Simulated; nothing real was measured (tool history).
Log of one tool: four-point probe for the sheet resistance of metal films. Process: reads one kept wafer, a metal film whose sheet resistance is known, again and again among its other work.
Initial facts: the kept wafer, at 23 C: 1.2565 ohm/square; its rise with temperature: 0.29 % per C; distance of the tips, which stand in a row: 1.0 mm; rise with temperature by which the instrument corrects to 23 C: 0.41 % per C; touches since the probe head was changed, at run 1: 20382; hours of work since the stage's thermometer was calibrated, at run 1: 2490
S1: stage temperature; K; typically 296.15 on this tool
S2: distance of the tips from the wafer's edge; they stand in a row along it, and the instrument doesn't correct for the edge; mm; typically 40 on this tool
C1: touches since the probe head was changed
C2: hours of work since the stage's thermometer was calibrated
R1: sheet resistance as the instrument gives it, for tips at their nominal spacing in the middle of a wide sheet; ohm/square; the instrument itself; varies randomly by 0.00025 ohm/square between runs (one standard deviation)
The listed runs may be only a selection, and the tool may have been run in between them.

run   hour      S1  S2     C1    C2        R1
  1      0  296.15  40  20382  2490  1.253828
  2   14.9  296.15  40  20758  2498  1.253576
  3   36.7  296.15  40  21306  2510  1.253788
  4   55.4  296.15  40  21775  2521  1.253715
  5   65.3  296.15  40  22024  2526  1.253442
  6   85.1  296.15  40  22520  2537  1.253537
  7   95.9  296.15  40  22793  2543  1.253371
  8    111  296.15  40  23170  2552  1.253443
     113.4  -- stage's thermometer calibrated
  9  122.4  296.15  40  23446     5  1.252792
 10  137.9  294.15  69  23835    14  1.255682
 11  148.7  294.15  69  24105    20  1.255313
 12  171.3  294.15  69  24674    32  1.255466
 13    193  294.15  69  25219    44  1.255357

What if the next run were any one of these 3? Each begins from the tool's condition after run 13:
  A  210.9  299.15   6  25668  54   ?
  B  210.9  292.15  40  25668  54   ?
  C  210.9  306.15  40  25668  54   ?

run        R1
  A  1.266894
  B  1.259137
  C  1.238359
Take away the tool's hidden state, keep each run's random variation, and the runs would have read:
run        R1
  A  1.270973
  B  1.263243
  C  1.242301

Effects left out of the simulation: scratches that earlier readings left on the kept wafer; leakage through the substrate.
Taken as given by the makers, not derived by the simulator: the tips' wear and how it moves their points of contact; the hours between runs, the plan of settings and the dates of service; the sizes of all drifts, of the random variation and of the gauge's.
